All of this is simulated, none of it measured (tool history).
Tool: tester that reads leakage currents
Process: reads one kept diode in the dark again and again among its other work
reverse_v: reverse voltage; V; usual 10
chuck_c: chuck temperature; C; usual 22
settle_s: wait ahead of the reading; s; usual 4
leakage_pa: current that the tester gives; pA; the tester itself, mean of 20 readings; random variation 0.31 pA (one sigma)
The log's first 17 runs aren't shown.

run,hour,reverse_v,chuck_c,settle_s,leakage_pa
18,506.5,4.5,43,8.86,411.54
19,530.7,10,47,1.68,742.9
20,550.5,10,47,1.68,741.99
21,579,10,58,1.71,1699.89
22,598.7,19.7,49,1.12,1096.83
23,633.6,19.7,22,1.12,122.26
24,655.5,19.7,22,1.12,122.7
25,683.3,19.7,45,1.99,799.75
26,704.5,19.7,45,1.99,798.64
27,741.9,19.7,45,1.99,795.13
28,761.7,1.3,22,4,43.83
29,787.7,1.3,21,9.01,39.91
30,811.7,1.6,33,1.14,123.92
31,852.2,10,54,4,1243.84

Forecast each of these 3 alternatives for the next run:
A,893.7,17.3,22,4,?
B,893.7,10,20,8.52,?
C,893.7,5.3,34,2.18,?

run,leakage_pa
A,116.54
B,78.18
C,202.77
Without the tool's hidden state the same runs would have given:
run,leakage_pa
A,125.82
B,85.98
C,234.84
